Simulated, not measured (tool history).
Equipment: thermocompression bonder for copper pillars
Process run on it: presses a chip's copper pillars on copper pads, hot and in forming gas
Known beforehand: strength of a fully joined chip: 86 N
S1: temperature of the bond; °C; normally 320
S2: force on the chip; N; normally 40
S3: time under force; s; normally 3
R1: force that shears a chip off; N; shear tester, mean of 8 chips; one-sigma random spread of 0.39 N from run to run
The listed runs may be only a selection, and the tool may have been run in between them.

run 1 hour=0.0 | S1=320 S2=40 S3=3 | R1=29.5
run 2 hour=27.4 | S1=331 S2=40 S3=3 | R1=33.3
run 3 hour=48.5 | S1=331 S2=54 S3=3 | R1=40.6
run 4 hour=77.2 | S1=331 S2=54 S3=3 | R1=40.5
run 5 hour=97.9 | S1=331 S2=54 S3=3 | R1=41.1
run 6 hour=130.3 | S1=320 S2=40 S3=2 | R1=23.7
run 7 hour=157.5 | S1=320 S2=40 S3=4 | R1=31.1
run 8 hour=190.2 | S1=334 S2=40 S3=3 | R1=33.3
run 9 hour=211.3 | S1=334 S2=40 S3=3 | R1=32.9
run 10 hour=246.3 | S1=310 S2=40 S3=3 | R1=23.6
-- hour=257.4 heater calibrated with a thermocouple chip
run 11 hour=267.9 | S1=310 S2=40 S3=3 | R1=28.4
run 12 hour=286.0 | S1=320 S2=51 S3=3 | R1=38.3
run 13 hour=312.2 | S1=320 S2=51 S3=3 | R1=38.1
run 14 hour=329.9 | S1=320 S2=51 S3=3 | R1=37.9
run 15 hour=363.1 | S1=320 S2=51 S3=3 | R1=37.8
run 16 hour=380.3 | S1=320 S2=51 S3=3 | R1=37.0
run 17 hour=396.7 | S1=320 S2=51 S3=3 | R1=37.8
run 18 hour=425.9 | S1=320 S2=45 S3=5 | R1=41.2
run 19 hour=447.2 | S1=320 S2=45 S3=5 | R1=40.7
run 20 hour=462.1 | S1=334 S2=32 S3=2 | R1=26.6
run 21 hour=493.8 | S1=334 S2=32 S3=2 | R1=26.3
run 22 hour=519.7 | S1=320 S2=28 S3=3 | R1=23.0
run 23 hour=548.5 | S1=320 S2=58 S3=3 | R1=39.1
run 24 hour=563.2 | S1=320 S2=58 S3=3 | R1=39.7
run 25 hour=584.2 | S1=309 S2=40 S3=6 | R1=33.6
run 26 hour=602.7 | S1=309 S2=40 S3=6 | R1=33.5
run 27 hour=636.5 | S1=309 S2=40 S3=6 | R1=33.8
run 28 hour=667.4 | S1=309 S2=29 S3=6 | R1=26.2
run 29 hour=687.8 | S1=309 S2=29 S3=6 | R1=25.4
run 30 hour=717.8 | S1=291 S2=40 S3=4 | R1=21.8
-- hour=732.3 forming gas filter changed
run 31 hour=734.1 | S1=348 S2=32 S3=4 | R1=41.0
run 32 hour=753.0 | S1=348 S2=32 S3=4 | R1=40.7
run 33 hour=785.6 | S1=300 S2=27 S3=7 | R1=23.6
run 34 hour=801.6 | S1=337 S2=24 S3=6 | R1=33.9

Here are 3 independent what-if runs from the current tool condition. What would each one return?
run A hour=831.4 | S1=324 S2=44 S3=6 | R1=?
run B hour=831.4 | S1=320 S2=40 S3=2 | R1=?
run C hour=831.4 | S1=316 S2=25 S3=3 | R1=?

run=A R1=42.7
run=B R1=24.6
run=C R1=19.3
Had the tool no hidden state, the same runs would have come out as:
run=A R1=46.4
run=B R1=27.3
run=C R1=21.6
